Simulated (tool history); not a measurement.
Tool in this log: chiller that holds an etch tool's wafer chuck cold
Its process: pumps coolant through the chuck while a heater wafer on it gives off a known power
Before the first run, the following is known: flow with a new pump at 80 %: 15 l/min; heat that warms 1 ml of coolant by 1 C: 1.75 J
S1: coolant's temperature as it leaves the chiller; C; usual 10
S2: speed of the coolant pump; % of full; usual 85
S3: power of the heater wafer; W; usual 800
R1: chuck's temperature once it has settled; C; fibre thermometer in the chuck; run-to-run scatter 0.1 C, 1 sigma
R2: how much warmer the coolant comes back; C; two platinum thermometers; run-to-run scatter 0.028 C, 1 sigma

run,hour,S1,S2,S3,R1,R2
1,0,10,85,800,15.2,1.76
2,32.6,10,78,800,15.3,1.88
3,63.2,10,85,800,15.1,1.79
4,83.5,10,85,800,15.1,1.76
# hour 107: chiller's thermometer calibrated
5,112.5,10,63,800,16.4,2.35
6,129.7,10,89,800,14.8,1.76
7,151.9,10,89,800,14.8,1.7
8,185.2,10,89,800,15,1.72
9,202.8,10,89,800,14.9,1.66
10,229.7,10,85,800,15.4,1.76
11,258.1,6,85,800,11.2,1.76
12,276.7,10,85,524,13.5,1.19
13,312.8,17,85,800,22,1.8
14,341.6,10,98,800,14.6,1.54
15,363,10,98,800,14.6,1.57
16,394.9,10,98,800,14.7,1.53
17,429.4,16,77,516,19.6,1.21
18,459.1,16,77,516,19.4,1.28
19,483,12,85,724,16.6,1.58
20,508.8,1,85,724,5.6,1.62
21,527.2,7,94,800,11.7,1.58
22,563.8,10,85,567,13.7,1.21
23,600.5,19,93,735,23.5,1.48
24,621.4,19,93,735,23.4,1.5
25,648.9,19,93,735,23.3,1.49
26,667.2,12,62,462,15.6,1.43
27,703.2,12,62,462,15.9,1.41

Forecast run 28:
28,726.9,12,62,462,?,?

{"run 28": {"R1": 15.7, "R2": 1.43}}
The same run, on a tool lacking any hidden state, would have yielded R1 15.5 C, R2 1.39 C.
